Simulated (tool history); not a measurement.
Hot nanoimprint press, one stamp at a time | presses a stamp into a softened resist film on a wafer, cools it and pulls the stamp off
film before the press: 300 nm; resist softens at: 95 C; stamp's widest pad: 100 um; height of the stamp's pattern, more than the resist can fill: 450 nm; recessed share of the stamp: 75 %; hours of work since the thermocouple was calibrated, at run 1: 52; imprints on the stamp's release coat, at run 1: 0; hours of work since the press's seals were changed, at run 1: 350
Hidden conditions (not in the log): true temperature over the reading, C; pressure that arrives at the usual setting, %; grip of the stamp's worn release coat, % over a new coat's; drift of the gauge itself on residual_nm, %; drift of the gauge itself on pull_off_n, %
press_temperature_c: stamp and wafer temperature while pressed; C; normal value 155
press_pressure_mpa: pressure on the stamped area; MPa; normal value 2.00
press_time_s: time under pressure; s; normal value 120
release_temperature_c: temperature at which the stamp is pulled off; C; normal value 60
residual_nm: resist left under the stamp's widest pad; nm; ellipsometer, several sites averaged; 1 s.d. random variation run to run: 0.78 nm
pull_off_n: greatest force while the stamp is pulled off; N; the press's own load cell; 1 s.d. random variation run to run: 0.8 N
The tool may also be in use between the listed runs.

run	hour	press_temperature_c	press_pressure_mpa	press_time_s	release_temperature_c	hours of work since the thermocouple was calibrated	imprints on the stamp's release coat	hours of work since the press's seals were changed	residual_nm	pull_off_n
1	0.0	155	2.00	120	60	52	0	350	161.8	167.9
2	44.3	155	2.63	120	60	76	190	374	145.4	168.9
3	76.5	155	2.00	120	51	94	329	392	161.6	182.3
4	124.4	147	2.00	120	60	120	534	418	231.2	169.0
# hour 164.5: stamp cleaned and given a new release coat
5	193.6	147	2.00	120	60	154	125	453	232.1	168.5
6	233.5	147	2.00	120	60	176	296	474	231.8	169.5
7	283.1	147	2.00	120	60	203	509	501	232.0	166.9
# hour 325.0: press's hydraulic seals changed and the load cell set to zero
# hour 336.8: stamp cleaned and given a new release coat
8	340.2	147	2.00	120	60	227	14	5	232.2	167.2
9	373.1	155	2.00	120	60	245	155	23	162.5	167.8
10	432.9	150	2.00	120	67	277	412	56	208.1	156.3
# hour 501.0: stamp cleaned and given a new release coat
11	501.9	144	2.00	120	46	311	4	90	255.3	191.1
12	535.1	144	2.00	120	46	330	146	108	255.3	191.8
13	599.6	144	2.00	120	46	365	423	143	256.1	191.2
# hour 665.8: stamp cleaned and given a new release coat
14	665.8	144	2.00	120	54	398	0	176	256.1	178.7
15	709.9	144	2.00	120	54	422	189	200	256.7	177.7
# hour 749.8: plate thermocouple calibrated
16	749.8	155	2.00	120	50	0	348	220	164.5	184.6
17	791.3	144	1.24	224	58	23	526	243	252.5	171.9

Below are 4 alternative next runs, each starting from the tool's condition after run 17. Predict each:
# hour 835.0: stamp cleaned and given a new release coat
A	845.3	155	1.38	78	60	49	44	269	?	?
# hour 835.0: stamp cleaned and given a new release coat
B	845.3	155	2.00	120	57	49	44	269	?	?
# hour 835.0: stamp cleaned and given a new release coat
C	845.3	166	1.24	221	57	49	44	269	?	?
# hour 835.0: stamp cleaned and given a new release coat
D	845.3	144	1.87	91	58	49	44	269	?	?

run	residual_nm	pull_off_n
A	213.6	168.0
B	165.4	172.2
C	84.7	173.2
D	269.8	171.8
The same runs, with their run-to-run variation unchanged, on a tool lacking any hidden condition would have given:
run	residual_nm	pull_off_n
A	209.2	168.0
B	161.9	172.2
C	82.9	173.2
D	264.2	171.8
